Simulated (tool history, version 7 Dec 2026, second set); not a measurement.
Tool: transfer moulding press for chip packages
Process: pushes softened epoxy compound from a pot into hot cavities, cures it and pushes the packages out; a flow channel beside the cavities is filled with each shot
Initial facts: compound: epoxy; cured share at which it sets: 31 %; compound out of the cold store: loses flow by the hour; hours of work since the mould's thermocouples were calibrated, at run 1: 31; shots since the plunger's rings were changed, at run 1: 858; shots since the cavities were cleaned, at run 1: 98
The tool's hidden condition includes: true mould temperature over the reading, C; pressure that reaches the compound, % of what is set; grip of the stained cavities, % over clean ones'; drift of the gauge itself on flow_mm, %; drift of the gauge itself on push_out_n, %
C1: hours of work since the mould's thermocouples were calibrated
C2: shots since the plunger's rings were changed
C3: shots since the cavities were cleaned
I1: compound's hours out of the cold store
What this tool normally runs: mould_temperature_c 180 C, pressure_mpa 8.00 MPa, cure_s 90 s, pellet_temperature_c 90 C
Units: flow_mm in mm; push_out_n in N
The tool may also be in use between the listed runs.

run 1 hour=0.0 | mould_temperature_c=180 pressure_mpa=8.00 cure_s=90 pellet_temperature_c=90 | C1=31 C2=858 C3=98 | I1=34.8 | flow_mm=630 push_out_n=211
run 2 hour=6.1 | mould_temperature_c=180 pressure_mpa=8.00 cure_s=90 pellet_temperature_c=90 | C1=35 C2=935 C3=175 | I1=32.7 | flow_mm=634 push_out_n=244
run 3 hour=15.6 | mould_temperature_c=180 pressure_mpa=8.00 cure_s=90 pellet_temperature_c=90 | C1=41 C2=1056 C3=296 | I1=46.0 | flow_mm=606 push_out_n=241
run 4 hour=22.9 | mould_temperature_c=180 pressure_mpa=8.00 cure_s=90 pellet_temperature_c=90 | C1=46 C2=1148 C3=388 | I1=8.8 | flow_mm=690 push_out_n=266
run 5 hour=35.0 | mould_temperature_c=180 pressure_mpa=8.51 cure_s=90 pellet_temperature_c=90 | C1=54 C2=1302 C3=542 | I1=22.3 | flow_mm=678 push_out_n=287
run 6 hour=41.3 | mould_temperature_c=180 pressure_mpa=8.51 cure_s=90 pellet_temperature_c=90 | C1=58 C2=1382 C3=622 | I1=36.8 | flow_mm=643 push_out_n=303
run 7 hour=46.8 | mould_temperature_c=180 pressure_mpa=8.51 cure_s=90 pellet_temperature_c=90 | C1=61 C2=1452 C3=692 | I1=44.7 | flow_mm=626 push_out_n=291
run 8 hour=57.0 | mould_temperature_c=184 pressure_mpa=8.00 cure_s=90 pellet_temperature_c=90 | C1=68 C2=1581 C3=821 | I1=20.9 | flow_mm=648 push_out_n=281
-- hour=62.6 cavities cleaned with cleaning compound and waxed
run 9 hour=67.5 | mould_temperature_c=184 pressure_mpa=8.00 cure_s=90 pellet_temperature_c=90 | C1=73 C2=1695 C3=61 | I1=20.5 | flow_mm=647 push_out_n=190
run 10 hour=75.0 | mould_temperature_c=180 pressure_mpa=8.00 cure_s=90 pellet_temperature_c=90 | C1=78 C2=1791 C3=157 | I1=23.8 | flow_mm=651 push_out_n=223
run 11 hour=84.8 | mould_temperature_c=180 pressure_mpa=8.00 cure_s=90 pellet_temperature_c=90 | C1=85 C2=1915 C3=281 | I1=30.4 | flow_mm=635 push_out_n=257
run 12 hour=97.2 | mould_temperature_c=180 pressure_mpa=8.00 cure_s=75 pellet_temperature_c=90 | C1=93 C2=2073 C3=439 | I1=24.3 | flow_mm=648 push_out_n=347
run 13 hour=103.7 | mould_temperature_c=180 pressure_mpa=8.00 cure_s=90 pellet_temperature_c=90 | C1=97 C2=2156 C3=522 | I1=23.7 | flow_mm=650 push_out_n=286
run 14 hour=114.6 | mould_temperature_c=180 pressure_mpa=8.00 cure_s=90 pellet_temperature_c=90 | C1=104 C2=2294 C3=660 | I1=39.1 | flow_mm=614 push_out_n=297
run 15 hour=123.0 | mould_temperature_c=180 pressure_mpa=6.93 cure_s=90 pellet_temperature_c=90 | C1=109 C2=2401 C3=767 | I1=26.4 | flow_mm=597 push_out_n=312
run 16 hour=128.5 | mould_temperature_c=180 pressure_mpa=9.78 cure_s=78 pellet_temperature_c=95 | C1=113 C2=2470 C3=836 | I1=28.1 | flow_mm=706 push_out_n=346

Forecast run 17:
-- hour=132.8 cavities cleaned with cleaning compound and waxed
run 17 hour=142.2 | mould_temperature_c=180 pressure_mpa=7.36 cure_s=90 pellet_temperature_c=90 | C1=120 C2=2625 C3=120 | I1=17.4 | flow_mm=? push_out_n=?

For run 17 the tool returned flow_mm 633 mm, push_out_n 232 N.
With the hidden condition absent and the run-to-run variation left alone, this run would have shown flow_mm 650 mm, push_out_n 188 N.
